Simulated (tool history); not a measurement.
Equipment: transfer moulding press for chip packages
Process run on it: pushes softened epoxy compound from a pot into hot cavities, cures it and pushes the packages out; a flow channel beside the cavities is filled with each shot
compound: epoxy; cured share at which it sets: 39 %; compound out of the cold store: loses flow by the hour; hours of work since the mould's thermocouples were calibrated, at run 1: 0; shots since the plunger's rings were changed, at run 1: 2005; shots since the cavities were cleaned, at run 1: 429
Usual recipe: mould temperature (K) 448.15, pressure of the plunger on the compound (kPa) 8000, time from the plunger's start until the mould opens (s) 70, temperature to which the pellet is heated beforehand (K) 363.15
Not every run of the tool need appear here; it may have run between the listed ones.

run	hour	mould temperature (K)	pressure of the plunger on the compound (kPa)	time from the plunger's start until the mould opens (s)	temperature to which the pellet is heated beforehand (K)	hours of work since the mould's thermocouples were calibrated	shots since the plunger's rings were changed	shots since the cavities were cleaned	incoming compound's hours out of the cold store	length that the compound runs in the flow channel (mm)	greatest force on the pins that push the packages out (N)
1	0.0	448.15	8000	70	363.15	0	2005	429	33.1	544	289
# hour 31.8: cavities cleaned with cleaning compound and waxed
2	53.5	448.15	8000	70	363.15	26	2630	262	24.7	568	355
# hour 105.2: cavities cleaned with cleaning compound and waxed
3	133.5	448.15	8000	61	363.15	66	3573	340	37.0	524	305
# hour 178.6: cavities cleaned with cleaning compound and waxed
4	205.7	455.15	8000	70	363.15	101	4423	326	17.9	568	234
# hour 223.6: plunger's sealing rings changed
# hour 233.2: cavities cleaned with cleaning compound and waxed, once more
5	283.6	455.15	8000	70	363.15	139	704	606	41.6	517	281
# hour 303.1: cavities cleaned with cleaning compound and waxed
6	343.4	455.15	8000	70	363.15	168	1404	484	25.7	560	262
# hour 374.8: cavities cleaned with cleaning compound and waxed
7	425.7	455.15	8000	70	363.15	209	2376	612	8.1	613	290
# hour 449.4: cavities cleaned with cleaning compound and waxed
8	466.4	455.15	8000	70	363.15	229	2847	205	38.4	513	218
# hour 517.9: cavities cleaned with cleaning compound and waxed
9	541.6	455.15	8000	70	363.15	266	3732	285	15.2	580	232
# hour 591.5: cavities cleaned with cleaning compound and waxed
10	593.2	455.15	8000	62	363.15	291	4335	20	39.6	504	188
# hour 620.2: plunger's sealing rings changed
11	648.0	455.15	8000	62	363.15	317	334	648	24.7	567	298
# hour 668.5: cavities cleaned with cleaning compound and waxed
12	725.9	448.15	6160	70	363.15	356	1253	690	18.1	521	319
# hour 739.8: cavities cleaned with cleaning compound and waxed
# hour 807.3: cavities cleaned with cleaning compound and waxed
13	807.3	448.15	6160	70	363.15	396	2195	0	13.4	531	198
14	865.1	448.15	8420	70	363.15	425	2890	695	38.3	539	299
# hour 877.2: cavities cleaned with cleaning compound and waxed
15	942.8	448.15	8420	70	363.15	463	3805	788	36.3	543	315
# hour 951.5: cavities cleaned with cleaning compound and waxed
# hour 1020.3: plunger's sealing rings changed
# hour 1021.8: cavities cleaned with cleaning compound and waxed
16	1031.0	448.15	8420	70	363.15	505	110	110	35.7	554	211
# hour 1090.0: cavities cleaned with cleaning compound and waxed
17	1118.1	448.15	8000	69	363.15	548	1139	338	29.4	559	249
# hour 1139.2: mould's thermocouples calibrated
# hour 1160.4: cavities cleaned with cleaning compound and waxed
18	1175.6	448.15	8000	69	363.15	18	1789	184	8.3	629	259
# hour 1228.3: cavities cleaned with cleaning compound and waxed
19	1228.3	449.15	8000	69	353.15	43	2404	0	15.7	596	207
# hour 1298.9: cavities cleaned with cleaning compound and waxed
20	1308.7	448.15	8000	70	364.15	83	3352	118	42.3	514	221
# hour 1368.2: cavities cleaned with cleaning compound and waxed
21	1373.2	448.15	8000	70	364.15	115	4109	60	8.5	621	224
22	1410.3	448.15	8000	94	354.15	134	4554	505	41.7	512	260
# hour 1417.7: plunger's sealing rings changed
# hour 1438.3: cavities cleaned with cleaning compound and waxed
23	1466.8	448.15	7780	70	370.15	160	571	342	33.6	535	265
# hour 1507.4: cavities cleaned with cleaning compound and waxed
24	1549.1	448.15	8940	62	364.15	201	1543	501	12.2	650	342
# hour 1577.3: cavities cleaned with cleaning compound and waxed
25	1603.6	448.15	8940	62	364.15	228	2180	316	14.2	639	323
# hour 1644.8: cavities cleaned with cleaning compound and waxed
26	1644.8	448.15	8940	62	364.15	248	2657	0	28.3	589	215

What if the next run were any one of these 4? Each begins from the tool's condition after run 26:
A	1710.4	448.15	8780	79	373.15	281	3445	788	29.8	?	?
B	1710.4	448.15	6630	54	355.15	281	3445	788	23.7	?	?
C	1710.4	448.15	7910	58	354.15	281	3445	788	20.4	?	?
D	1710.4	448.15	8940	62	360.15	281	3445	788	41.5	?	?

run	length that the compound runs in the flow channel (mm)	greatest force on the pins that push the packages out (N)
A	573	302
B	518	479
C	574	416
D	543	359
Without the tool's hidden state the same runs would have given:
run	length that the compound runs in the flow channel (mm)	greatest force on the pins that push the packages out (N)
A	589	183
B	532	296
C	590	255
D	557	220

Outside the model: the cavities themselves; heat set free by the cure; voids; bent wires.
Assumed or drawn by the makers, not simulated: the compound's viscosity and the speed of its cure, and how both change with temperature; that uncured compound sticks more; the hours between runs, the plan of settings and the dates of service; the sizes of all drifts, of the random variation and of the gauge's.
